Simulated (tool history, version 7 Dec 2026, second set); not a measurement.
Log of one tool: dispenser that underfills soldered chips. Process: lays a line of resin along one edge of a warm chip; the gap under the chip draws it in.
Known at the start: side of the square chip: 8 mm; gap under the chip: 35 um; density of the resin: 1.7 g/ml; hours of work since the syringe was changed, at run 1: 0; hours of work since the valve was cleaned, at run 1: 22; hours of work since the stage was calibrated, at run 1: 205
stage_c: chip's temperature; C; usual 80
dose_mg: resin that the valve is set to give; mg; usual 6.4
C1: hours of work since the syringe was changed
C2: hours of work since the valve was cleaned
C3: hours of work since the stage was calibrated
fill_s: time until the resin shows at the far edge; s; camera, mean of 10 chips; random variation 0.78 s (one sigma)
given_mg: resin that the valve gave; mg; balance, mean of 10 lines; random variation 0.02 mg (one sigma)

{"run": 1, "hour": 0.0, "stage_c": 80, "dose_mg": 6.4, "C1": 0, "C2": 22, "C3": 205, "fill_s": 76.5, "given_mg": 6.37}
{"run": 2, "hour": 9.2, "stage_c": 80, "dose_mg": 6.4, "C1": 6, "C2": 28, "C3": 211, "fill_s": 102, "given_mg": 6.34}
{"hour": 12.4, "done": "new syringe of resin"}
{"run": 3, "hour": 17.1, "stage_c": 95, "dose_mg": 6.4, "C1": 3, "C2": 33, "C3": 216, "fill_s": 51.3, "given_mg": 6.36}
{"hour": 25.0, "done": "new syringe of resin"}
{"run": 4, "hour": 27.1, "stage_c": 94, "dose_mg": 6.4, "C1": 1, "C2": 40, "C3": 222, "fill_s": 49.5, "given_mg": 6.32}
{"run": 5, "hour": 36.4, "stage_c": 94, "dose_mg": 6.4, "C1": 7, "C2": 46, "C3": 228, "fill_s": 66.7, "given_mg": 6.31}
{"hour": 37.8, "done": "new syringe of resin"}
{"run": 6, "hour": 46.6, "stage_c": 70, "dose_mg": 6.4, "C1": 6, "C2": 52, "C3": 235, "fill_s": 145.7, "given_mg": 6.31}
{"hour": 50.7, "done": "new syringe of resin"}
{"hour": 57.1, "done": "dispensing valve cleaned and set on the balance"}
{"run": 7, "hour": 58.3, "stage_c": 70, "dose_mg": 6.4, "C1": 4, "C2": 1, "C3": 242, "fill_s": 134.9, "given_mg": 6.35}
{"hour": 64.7, "done": "new syringe of resin"}
{"run": 8, "hour": 70.1, "stage_c": 70, "dose_mg": 6.4, "C1": 4, "C2": 8, "C3": 249, "fill_s": 126.3, "given_mg": 6.4}
{"hour": 77.2, "done": "new syringe of resin"}
{"run": 9, "hour": 80.9, "stage_c": 80, "dose_mg": 6.4, "C1": 2, "C2": 15, "C3": 256, "fill_s": 83.6, "given_mg": 6.32}
{"run": 10, "hour": 87.3, "stage_c": 87, "dose_mg": 7.2, "C1": 7, "C2": 19, "C3": 260, "fill_s": 78.3, "given_mg": 7.13}
{"hour": 89.8, "done": "new syringe of resin"}
{"run": 11, "hour": 94.0, "stage_c": 77, "dose_mg": 5.73, "C1": 3, "C2": 24, "C3": 264, "fill_s": 95.5, "given_mg": 5.66}
{"hour": 102.9, "done": "new syringe of resin"}
{"run": 12, "hour": 104.4, "stage_c": 81, "dose_mg": 5.59, "C1": 1, "C2": 30, "C3": 271, "fill_s": 76.8, "given_mg": 5.48}
{"run": 13, "hour": 114.0, "stage_c": 71, "dose_mg": 5.77, "C1": 7, "C2": 36, "C3": 277, "fill_s": 154.1, "given_mg": 5.72}
{"hour": 116.2, "done": "new syringe of resin"}
{"run": 14, "hour": 125.5, "stage_c": 80, "dose_mg": 6.87, "C1": 6, "C2": 44, "C3": 285, "fill_s": 102.6, "given_mg": 6.75}
{"hour": 128.9, "done": "new syringe of resin"}
{"run": 15, "hour": 137.0, "stage_c": 75, "dose_mg": 6.49, "C1": 5, "C2": 51, "C3": 292, "fill_s": 116.3, "given_mg": 6.35}
{"hour": 142.1, "done": "new syringe of resin"}
{"hour": 149.5, "done": "dispensing valve cleaned and set on the balance"}
{"run": 16, "hour": 150.0, "stage_c": 94, "dose_mg": 7.61, "C1": 5, "C2": 0, "C3": 300, "fill_s": 55.9, "given_mg": 7.59}
{"hour": 156.1, "done": "new syringe of resin"}
{"run": 17, "hour": 162.7, "stage_c": 87, "dose_mg": 7.84, "C1": 4, "C2": 8, "C3": 308, "fill_s": 73.4, "given_mg": 7.8}
{"hour": 168.7, "done": "new syringe of resin"}
{"run": 18, "hour": 170.7, "stage_c": 83, "dose_mg": 5.65, "C1": 1, "C2": 13, "C3": 313, "fill_s": 73.8, "given_mg": 5.65}

5 ways to go on from here, each from the tool as it stands after run 18. What would each give?
{"hour": 181.6, "done": "new syringe of resin"}
{"run": "A", "hour": 183.0, "stage_c": 65, "dose_mg": 5.65, "C1": 1, "C2": 21, "C3": 321, "fill_s": "?", "given_mg": "?"}
{"hour": 181.6, "done": "new syringe of resin"}
{"run": "B", "hour": 183.0, "stage_c": 93, "dose_mg": 6.76, "C1": 1, "C2": 21, "C3": 321, "fill_s": "?", "given_mg": "?"}
{"hour": 181.6, "done": "new syringe of resin"}
{"run": "C", "hour": 183.0, "stage_c": 85, "dose_mg": 7.73, "C1": 1, "C2": 21, "C3": 321, "fill_s": "?", "given_mg": "?"}
{"hour": 181.6, "done": "new syringe of resin"}
{"run": "D", "hour": 183.0, "stage_c": 82, "dose_mg": 5.86, "C1": 1, "C2": 21, "C3": 321, "fill_s": "?", "given_mg": "?"}
{"hour": 181.6, "done": "new syringe of resin"}
{"run": "E", "hour": 183.0, "stage_c": 77, "dose_mg": 7.74, "C1": 1, "C2": 21, "C3": 321, "fill_s": "?", "given_mg": "?"}

run=A fill_s=141.9 given_mg=5.6
run=B fill_s=48.8 given_mg=6.72
run=C fill_s=65.2 given_mg=7.66
run=D fill_s=74.1 given_mg=5.78
run=E fill_s=87.5 given_mg=7.64
Without the tool's hidden state the same runs would have given:
run=A fill_s=130.6 given_mg=5.65
run=B fill_s=45.1 given_mg=6.78
run=C fill_s=60.2 given_mg=7.73
run=D fill_s=68.4 given_mg=5.83
run=E fill_s=80.8 given_mg=7.71

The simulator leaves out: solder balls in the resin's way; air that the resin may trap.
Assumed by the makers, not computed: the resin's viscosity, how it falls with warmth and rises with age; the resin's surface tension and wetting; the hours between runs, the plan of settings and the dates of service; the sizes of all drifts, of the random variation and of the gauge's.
